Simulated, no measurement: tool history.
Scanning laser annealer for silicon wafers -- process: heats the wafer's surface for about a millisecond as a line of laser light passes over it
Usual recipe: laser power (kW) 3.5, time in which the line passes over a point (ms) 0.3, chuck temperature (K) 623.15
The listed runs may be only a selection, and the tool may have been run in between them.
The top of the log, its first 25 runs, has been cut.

run	hour	laser power (kW)	time in which the line passes over a point (ms)	chuck temperature (K)	hours of work since the window was cleaned	hours of work since the power meter was calibrated	hours of work since the optics were aligned	highest temperature of the surface (K)
26	196.6	3.5	0.248	620.15	649	231	597	1353.15
27	200.8	3.5	0.248	620.15	653	234	600	1355.15
28	209.1	3.096	0.311	647.15	659	241	607	1381.15
29	214.5	3.5	0.369	617.15	663	245	611	1521.15
30	224.2	3.5	0.369	617.15	671	253	619	1520.15
31	228.9	3.5	0.369	617.15	675	256	623	1523.15
32	233.7	3.5	0.369	617.15	679	260	626	1522.15
33	238.1	3.5	0.369	617.15	682	264	630	1519.15
34	247.8	3.5	0.369	617.15	690	271	637	1524.15
35	257.5	3.29	0.369	617.15	697	279	645	1471.15
36	264.8	3.845	0.232	606.15	703	285	651	1377.15
37	274.8	3.101	0.318	588.15	711	293	659	1333.15
38	280.4	3.5	0.3	641.15	715	297	663	1454.15
39	284.5	3.5	0.3	641.15	719	300	666	1450.15
40	289.7	3.5	0.337	615.15	723	304	670	1479.15
41	296.4	3.5	0.337	615.15	728	309	676	1476.15
42	305.8	3.5	0.337	615.15	735	317	683	1477.15

Consider 3 possible next runs. They are alternatives, not a sequence: every one starts from the tool as it was left by run 42. What does each give?
A	313.3	3.5	0.3	639.15	741	323	689	?
B	313.3	3.782	0.257	584.15	741	323	689	?
C	313.3	3.451	0.337	615.15	741	323	689	?

run	highest temperature of the surface (K)
A	1447.15
B	1383.15
C	1468.15
What these runs would have given with no unlogged condition in the tool:
run	highest temperature of the surface (K)
A	1448.15
B	1384.15
C	1469.15

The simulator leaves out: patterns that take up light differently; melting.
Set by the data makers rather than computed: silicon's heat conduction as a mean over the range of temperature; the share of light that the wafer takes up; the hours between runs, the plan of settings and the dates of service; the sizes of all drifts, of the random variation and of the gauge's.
